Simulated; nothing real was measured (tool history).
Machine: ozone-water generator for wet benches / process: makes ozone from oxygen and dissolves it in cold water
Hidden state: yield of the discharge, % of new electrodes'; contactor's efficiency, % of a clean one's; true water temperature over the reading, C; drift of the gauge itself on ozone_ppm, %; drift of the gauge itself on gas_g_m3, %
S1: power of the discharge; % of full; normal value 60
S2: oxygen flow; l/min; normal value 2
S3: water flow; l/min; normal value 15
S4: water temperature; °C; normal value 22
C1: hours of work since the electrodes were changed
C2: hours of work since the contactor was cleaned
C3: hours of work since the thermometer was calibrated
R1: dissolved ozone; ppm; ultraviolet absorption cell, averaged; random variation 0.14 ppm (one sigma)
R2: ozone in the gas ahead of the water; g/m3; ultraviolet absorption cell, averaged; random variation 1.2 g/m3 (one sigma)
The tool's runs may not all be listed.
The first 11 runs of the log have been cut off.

{"run": 12, "day": 69.329, "S1": 60, "S2": 2, "S3": 15, "S4": 22, "C1": 4862, "C2": 3820, "C3": 2672, "R1": 16.5, "R2": 214.2}
{"run": 13, "day": 76.738, "S1": 60, "S2": 2, "S3": 15, "S4": 22, "C1": 4991, "C2": 3948, "C3": 2800, "R1": 16.4, "R2": 213}
{"day": 80.25, "done": "water thermometer calibrated"}
{"run": 14, "day": 83.742, "S1": 60, "S2": 2, "S3": 15, "S4": 22, "C1": 5112, "C2": 4070, "C3": 61, "R1": 16.6, "R2": 213.8}
{"run": 15, "day": 90.808, "S1": 60, "S2": 2, "S3": 15, "S4": 26, "C1": 5235, "C2": 4192, "C3": 183, "R1": 15.9, "R2": 214.9}
{"run": 16, "day": 98.45, "S1": 60, "S2": 2, "S3": 9, "S4": 22, "C1": 5368, "C2": 4325, "C3": 316, "R1": 24.1, "R2": 214.4}
{"day": 101.075, "done": "contactor cleaned"}
{"run": 17, "day": 102.488, "S1": 75, "S2": 2.39, "S3": 14, "S4": 22, "C1": 5435, "C2": 25, "C3": 383, "R1": 20.3, "R2": 221.5}
{"run": 18, "day": 109.35, "S1": 75, "S2": 2.39, "S3": 14, "S4": 22, "C1": 5554, "C2": 144, "C3": 503, "R1": 20.6, "R2": 225.1}
{"run": 19, "day": 116.688, "S1": 69, "S2": 1.07, "S3": 14, "S4": 22, "C1": 5682, "C2": 271, "C3": 630, "R1": 15.8, "R2": 308.1}

Run 20 is up next; what results do you expect?
{"run": 20, "day": 124.554, "S1": 69, "S2": 1.07, "S3": 14, "S4": 22, "C1": 5819, "C2": 408, "C3": 767, "R1": "?", "R2": "?"}

{"run 20": {"R1": 16.1, "R2": 308.9}}
The same run, on a tool lacking any hidden state, would have yielded R1 16.2 ppm, R2 304.7 g/m3.
